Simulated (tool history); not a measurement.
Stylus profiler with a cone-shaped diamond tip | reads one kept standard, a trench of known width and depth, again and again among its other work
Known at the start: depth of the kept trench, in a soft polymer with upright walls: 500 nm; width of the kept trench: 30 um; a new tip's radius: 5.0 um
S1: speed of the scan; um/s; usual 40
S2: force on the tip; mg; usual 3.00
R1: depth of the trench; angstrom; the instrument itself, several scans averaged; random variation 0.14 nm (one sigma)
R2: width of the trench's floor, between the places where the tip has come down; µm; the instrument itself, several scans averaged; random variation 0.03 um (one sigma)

run    day   S1    S2      R1     R2
  1  0.000   40  3.00  5062.6  23.08
  2  0.838   40  3.00  5063.4  23.10
  3  1.525   12  3.00  5064.6  23.28
  4  1.988   12  3.00  5060.9  23.23
  5  2.512   12  3.00  5061.3  23.27
  6  3.325   12  3.00  5061.2  23.26
  7  3.838   12  3.00  5061.5  23.23
  8  4.671   20  3.00  5061.7  23.15
  9  5.404  139  3.50  5069.7  22.43

Run 10 comes next. What will it give?
 10  5.883  151  8.38   ?   ?

R1: 5147.6 angstrom
R2: 22.69 µm
Without the tool's hidden state the same run would have given R1 5174.3 angstrom, R2 25.09 µm.

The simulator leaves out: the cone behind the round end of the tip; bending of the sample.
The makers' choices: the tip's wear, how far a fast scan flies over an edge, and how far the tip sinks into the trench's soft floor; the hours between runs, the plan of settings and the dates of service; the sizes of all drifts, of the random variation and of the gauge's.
